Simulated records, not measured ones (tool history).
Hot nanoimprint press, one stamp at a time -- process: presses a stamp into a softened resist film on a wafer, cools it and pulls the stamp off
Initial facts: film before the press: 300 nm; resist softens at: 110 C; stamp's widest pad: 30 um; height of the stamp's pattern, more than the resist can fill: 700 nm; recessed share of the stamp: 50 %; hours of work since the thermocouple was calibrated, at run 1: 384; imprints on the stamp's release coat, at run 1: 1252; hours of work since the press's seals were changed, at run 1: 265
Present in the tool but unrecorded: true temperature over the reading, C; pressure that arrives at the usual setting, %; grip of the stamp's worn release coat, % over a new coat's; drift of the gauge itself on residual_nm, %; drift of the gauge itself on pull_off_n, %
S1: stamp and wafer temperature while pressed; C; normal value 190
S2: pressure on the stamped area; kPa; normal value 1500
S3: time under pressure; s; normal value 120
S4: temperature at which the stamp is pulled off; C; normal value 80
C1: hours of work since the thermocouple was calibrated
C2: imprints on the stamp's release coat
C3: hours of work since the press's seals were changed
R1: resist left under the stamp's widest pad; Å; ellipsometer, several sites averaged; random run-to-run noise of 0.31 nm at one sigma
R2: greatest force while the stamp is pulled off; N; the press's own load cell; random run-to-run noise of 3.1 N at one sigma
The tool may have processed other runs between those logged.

| run | day | S1 | S2 | S3 | S4 | C1 | C2 | C3 | R1 | R2 |
|---|---|---|---|---|---|---|---|---|---|---|
| 1 | 0.000 | 190 | 1500 | 120 | 80 | 384 | 1252 | 265 | 1265 | 229 |
| 2 | 0.942 | 190 | 1500 | 120 | 80 | 399 | 1340 | 281 | 1270 | 225 |
|  | 1.204 | plate thermocouple calibrated |
| 3 | 1.675 | 190 | 1500 | 120 | 80 | 8 | 1397 | 291 | 1300 | 232 |
| 4 | 2.538 | 190 | 1500 | 120 | 77 | 22 | 1478 | 305 | 1306 | 256 |
| 5 | 3.362 | 190 | 1500 | 120 | 77 | 36 | 1555 | 319 | 1299 | 255 |
|  | 4.338 | plate thermocouple calibrated, once more |
| 6 | 4.338 | 190 | 1500 | 120 | 77 | 0 | 1635 | 333 | 1219 | 255 |
| 7 | 5.104 | 190 | 1500 | 72 | 84 | 13 | 1707 | 345 | 1444 | 213 |
| 8 | 5.758 | 190 | 1500 | 72 | 84 | 23 | 1768 | 356 | 1445 | 213 |
| 9 | 6.425 | 189 | 1500 | 109 | 81 | 34 | 1830 | 367 | 1315 | 241 |
|  | 7.050 | stamp cleaned and given a new release coat |
| 10 | 7.242 | 189 | 1510 | 130 | 81 | 44 | 18 | 376 | 1241 | 174 |
| 11 | 8.192 | 196 | 1500 | 120 | 80 | 59 | 107 | 392 | 977 | 173 |
| 12 | 9.054 | 196 | 1500 | 120 | 80 | 74 | 188 | 406 | 976 | 181 |

Branching from run 12: 5 alternative next runs. What would each branch give?
| A | 9.671 | 199 | 1500 | 93 | 80 | 84 | 246 | 416 | ? | ? |
| B | 9.671 | 199 | 1500 | 120 | 80 | 84 | 246 | 416 | ? | ? |
| C | 9.671 | 181 | 1180 | 120 | 76 | 84 | 246 | 416 | ? | ? |
| D | 9.671 | 194 | 2080 | 120 | 80 | 84 | 246 | 416 | ? | ? |
| E | 9.671 | 179 | 1500 | 85 | 79 | 84 | 246 | 416 | ? | ? |

| run | R1 | R2 |
|---|---|---|
| A | 954 | 175 |
| B | 874 | 180 |
| C | 1968 | 198 |
| D | 866 | 184 |
| E | 2072 | 182 |
Without the tool's hidden state the same runs would have given:
| run | R1 | R2 |
|---|---|---|
| A | 936 | 165 |
| B | 858 | 170 |
| C | 1944 | 187 |
| D | 846 | 174 |
| E | 2045 | 172 |

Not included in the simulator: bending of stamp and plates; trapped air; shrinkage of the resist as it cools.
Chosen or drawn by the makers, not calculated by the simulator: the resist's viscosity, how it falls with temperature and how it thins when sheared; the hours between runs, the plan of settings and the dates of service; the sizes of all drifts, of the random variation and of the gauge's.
